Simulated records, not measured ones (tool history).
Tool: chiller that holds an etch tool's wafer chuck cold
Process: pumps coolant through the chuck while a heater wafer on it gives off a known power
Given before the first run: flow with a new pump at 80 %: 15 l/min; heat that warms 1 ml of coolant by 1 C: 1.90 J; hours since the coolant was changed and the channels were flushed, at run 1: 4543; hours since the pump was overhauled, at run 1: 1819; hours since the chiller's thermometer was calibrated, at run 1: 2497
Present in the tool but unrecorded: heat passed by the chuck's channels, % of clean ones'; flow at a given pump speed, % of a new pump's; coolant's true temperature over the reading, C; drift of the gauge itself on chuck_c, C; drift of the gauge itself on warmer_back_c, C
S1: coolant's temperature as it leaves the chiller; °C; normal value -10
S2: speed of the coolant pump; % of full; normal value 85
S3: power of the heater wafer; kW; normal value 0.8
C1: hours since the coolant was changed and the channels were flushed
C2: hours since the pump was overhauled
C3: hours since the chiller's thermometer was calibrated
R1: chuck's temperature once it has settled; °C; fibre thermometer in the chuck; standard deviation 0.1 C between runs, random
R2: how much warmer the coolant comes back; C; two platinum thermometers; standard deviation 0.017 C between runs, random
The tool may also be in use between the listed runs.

Run 1, hour 0: usual settings; C1 4543; C2 1819; C3 2497. Result: R1 -2.1 °C, R2 1.62 C.
Run 2, hour 42.2: usual settings; C1 4586; C2 1861; C3 2539. Result: R1 -1.8 °C, R2 1.6 C.
Run 3, hour 84.8: usual settings; C1 4628; C2 1904; C3 2582. Result: R1 -1.8 °C, R2 1.6 C.
Run 4, hour 140.3: usual settings; C1 4684; C2 1960; C3 2637. Result: R1 -2 °C, R2 1.64 C.
Run 5, hour 198.2: usual settings; C1 4742; C2 2018; C3 2695. Result: R1 -2 °C, R2 1.64 C.
Run 6, hour 230.2: usual settings but S1 -16 °C, S2 68 % of full, S3 0.52 kW; C1 4774; C2 2049; C3 2727. Result: R1 -9.4 °C, R2 1.34 C.
At hour 268.5: chiller's thermometer calibrated.
Run 7, hour 283.4: usual settings but S1 -11 °C, S2 68 % of full, S3 0.52 kW; C1 4826; C2 2102; C3 15. Result: R1 -4.5 °C, R2 1.34 C.

Run 8, settings as shown, results not yet in. Your forecast:
Run 8, hour 318.3: usual settings but S1 -11 °C, S2 68 % of full, S3 0.683 kW; C1 4861; C2 2137; C3 50. Result: R1 ?, R2 ?.

Run 8 produced R1 -2.2 °C, R2 1.78 C.
The same run, on a tool lacking any hidden state, would have yielded R1 -3.5 °C, R2 1.72 C.

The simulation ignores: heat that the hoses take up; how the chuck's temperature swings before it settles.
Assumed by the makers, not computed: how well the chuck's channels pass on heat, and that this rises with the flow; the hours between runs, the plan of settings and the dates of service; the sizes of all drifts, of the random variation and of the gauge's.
